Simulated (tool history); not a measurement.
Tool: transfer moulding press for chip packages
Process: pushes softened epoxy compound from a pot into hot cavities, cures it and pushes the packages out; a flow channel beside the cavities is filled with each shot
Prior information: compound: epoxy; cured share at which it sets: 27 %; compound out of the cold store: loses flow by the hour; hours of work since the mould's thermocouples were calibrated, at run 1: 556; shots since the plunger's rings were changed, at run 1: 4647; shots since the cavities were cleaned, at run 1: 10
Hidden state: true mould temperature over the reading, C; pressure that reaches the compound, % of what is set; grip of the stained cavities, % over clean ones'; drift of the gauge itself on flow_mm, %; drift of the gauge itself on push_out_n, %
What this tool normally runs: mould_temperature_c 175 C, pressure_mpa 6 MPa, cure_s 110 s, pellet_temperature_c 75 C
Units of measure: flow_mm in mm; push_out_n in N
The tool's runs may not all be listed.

run	hour	mould_temperature_c	pressure_mpa	cure_s	pellet_temperature_c	hours of work since the mould's thermocouples were calibrated	shots since the plunger's rings were changed	shots since the cavities were cleaned	incoming compound's hours out of the cold store	flow_mm	push_out_n
1	0	175	6	110	75	556	4647	10	30.8	577	370
# hour 45.7: cavities cleaned with cleaning compound and waxed
# hour 76.6: plunger's sealing rings changed
2	76.6	175	6	110	75	610	0	332	31.4	579	385
# hour 91.4: cavities cleaned with cleaning compound and waxed
3	123.2	175	6	110	75	645	526	371	26.8	586	374
# hour 136.6: cavities cleaned with cleaning compound and waxed
4	166.5	175	6.19	110	75	676	1015	349	17.6	628	382
# hour 185.7: cavities cleaned with cleaning compound and waxed
# hour 228: cavities cleaned with cleaning compound and waxed
5	228	175	6.19	110	75	721	1698	0	12.5	644	386
# hour 273.7: cavities cleaned with cleaning compound and waxed
6	300.1	175	6	135	75	774	2523	309	33.3	566	355
# hour 319.9: cavities cleaned with cleaning compound and waxed
# hour 368.5: cavities cleaned with cleaning compound and waxed
# hour 388.6: mould's thermocouples calibrated
7	404.3	175	6	135	75	12	3681	395	24.4	607	357
# hour 419.8: cavities cleaned with cleaning compound and waxed
# hour 469.2: cavities cleaned with cleaning compound and waxed
8	479.8	175	6	135	75	67	4528	124	47.6	523	362
# hour 515.7: cavities cleaned with cleaning compound and waxed
# hour 561.1: cavities cleaned with cleaning compound and waxed
# hour 568.3: plunger's sealing rings changed
9	581.5	175	6	135	75	140	154	209	20.8	603	356
# hour 611.3: cavities cleaned with cleaning compound and waxed
# hour 654.1: cavities cleaned with cleaning compound and waxed
10	685.2	175	6	135	65	216	1330	363	29	574	367
# hour 698.3: cavities cleaned with cleaning compound and waxed
# hour 741.5: cavities cleaned with cleaning compound and waxed
11	750.2	175	6	135	65	263	2054	102	22.5	605	347
# hour 791.8: cavities cleaned with cleaning compound and waxed
# hour 834.7: cavities cleaned with cleaning compound and waxed
12	851.5	175	6	135	65	337	3203	197	32.5	574	360
# hour 883.4: cavities cleaned with cleaning compound and waxed
13	905.3	176	6.85	140	65	377	3813	256	37.9	590	349
# hour 933.8: cavities cleaned with cleaning compound and waxed
# hour 976.3: cavities cleaned with cleaning compound and waxed
14	1003.9	176	6.85	132	83	449	4930	323	19.7	647	351
# hour 1023.5: cavities cleaned with cleaning compound and waxed
# hour 1055.1: plunger's sealing rings changed
# hour 1068.8: cavities cleaned with cleaning compound and waxed
15	1097.3	179	6.88	99	68	516	475	333	38.5	587	386
# hour 1116.7: cavities cleaned with cleaning compound and waxed
# hour 1163.6: cavities cleaned with cleaning compound and waxed
16	1168	168	5.59	146	71	567	1265	51	40.6	531	371
# hour 1210.5: cavities cleaned with cleaning compound and waxed
17	1216.5	168	6.59	124	71	602	1815	71	46.7	560	407
# hour 1255.6: cavities cleaned with cleaning compound and waxed
# hour 1299.3: cavities cleaned with cleaning compound and waxed
18	1304.9	178	6.48	123	71	667	2812	65	38.1	571	346
# hour 1345: cavities cleaned with cleaning compound and waxed
# hour 1387.7: cavities cleaned with cleaning compound and waxed
19	1410.3	167	4.74	103	75	745	4008	264	34	508	541
# hour 1430.6: cavities cleaned with cleaning compound and waxed
# hour 1478.7: cavities cleaned with cleaning compound and waxed
20	1485	171	6	136	71	799	4845	74	29.3	588	364
# hour 1526.5: cavities cleaned with cleaning compound and waxed
# hour 1541.9: mould's thermocouples calibrated
# hour 1548.9: plunger's sealing rings changed
21	1549.2	171	4.84	104	71	4	4	213	25.2	546	455
# hour 1574.3: cavities cleaned with cleaning compound and waxed
22	1606.5	173	7.2	110	72	46	656	377	33.3	621	382
# hour 1617.4: cavities cleaned with cleaning compound and waxed
# hour 1661.5: cavities cleaned with cleaning compound and waxed
23	1702	175	7.36	131	71	116	1736	473	40.7	600	350
# hour 1712.8: cavities cleaned with cleaning compound and waxed
# hour 1759.2: cavities cleaned with cleaning compound and waxed
24	1793.3	175	7.36	131	71	183	2767	398	37.5	613	352

Alternative continuations, all from the tool just after run 24; predict every row:
# hour 1803.8: cavities cleaned with cleaning compound and waxed
A	1837.3	180	7.36	103	74	215	3263	391	46.8	?	?
# hour 1803.8: cavities cleaned with cleaning compound and waxed
B	1837.3	175	6.28	131	70	215	3263	391	33.1	?	?
# hour 1803.8: cavities cleaned with cleaning compound and waxed
C	1837.3	175	7.19	110	78	215	3263	391	22	?	?
# hour 1803.8: cavities cleaned with cleaning compound and waxed
D	1837.3	175	5.92	110	73	215	3263	391	15.1	?	?
# hour 1803.8: cavities cleaned with cleaning compound and waxed
E	1837.3	175	7.36	131	77	215	3263	391	25.9	?	?

run	flow_mm	push_out_n
A	575	374
B	580	366
C	671	381
D	636	390
E	661	362
With the hidden condition removed and each run's random variation left untouched, the same runs would have given:
run	flow_mm	push_out_n
A	576	369
B	580	361
C	671	376
D	637	385
E	662	357
